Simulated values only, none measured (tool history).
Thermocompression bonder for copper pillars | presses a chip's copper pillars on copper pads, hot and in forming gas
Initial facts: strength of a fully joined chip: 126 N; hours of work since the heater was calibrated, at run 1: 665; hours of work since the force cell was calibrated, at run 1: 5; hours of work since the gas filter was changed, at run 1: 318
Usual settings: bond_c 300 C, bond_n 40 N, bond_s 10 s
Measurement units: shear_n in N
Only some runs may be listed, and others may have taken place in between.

run,hour,bond_c,bond_n,bond_s,hours of work since the heater was calibrated,hours of work since the force cell was calibrated,hours of work since the gas filter was changed,shear_n
1,0.0,300,40,10,665,5,318,72.8
2,8.4,300,40,10,672,11,324,73.1
3,13.1,300,40,10,675,15,328,73.4
4,20.9,300,40,10,681,21,334,72.7
5,28.4,300,40,10,687,27,339,72.8
6,33.8,300,40,10,691,31,343,72.6
7,41.6,300,40,10,697,37,349,72.5
8,48.7,300,40,10,702,42,355,72.1
9,56.4,300,46,10,708,48,361,79.2
10,64.3,300,46,10,714,54,367,78.8
11,69.1,274,40,10,718,58,370,50.4
12,74.4,274,40,10,722,62,374,50.3
# hour 84.6: heater calibrated with a thermocouple chip
13,84.6,274,40,10,0,68,380,57.8
14,90.3,275,28,10,4,72,385,42.9
15,99.4,301,26,6,11,79,392,48.6
16,106.5,301,26,6,17,84,397,49.1
17,111.7,300,44,20,21,88,401,96.5
18,117.1,318,36,5,25,93,405,72.6
19,123.1,314,41,10,29,97,410,89.7
20,131.9,314,41,10,36,104,416,90.6
21,138.5,314,41,10,41,109,421,89.9
22,144.2,296,48,11,45,113,426,86.0

The next listed run, before its measurement:
23,148.3,296,48,11,48,116,429,?

{"run 23": {"shear_n": 85.9}}
Take away the tool's hidden state, keep the run-to-run variation as it was, and the same run would have given shear_n 90.8 N.
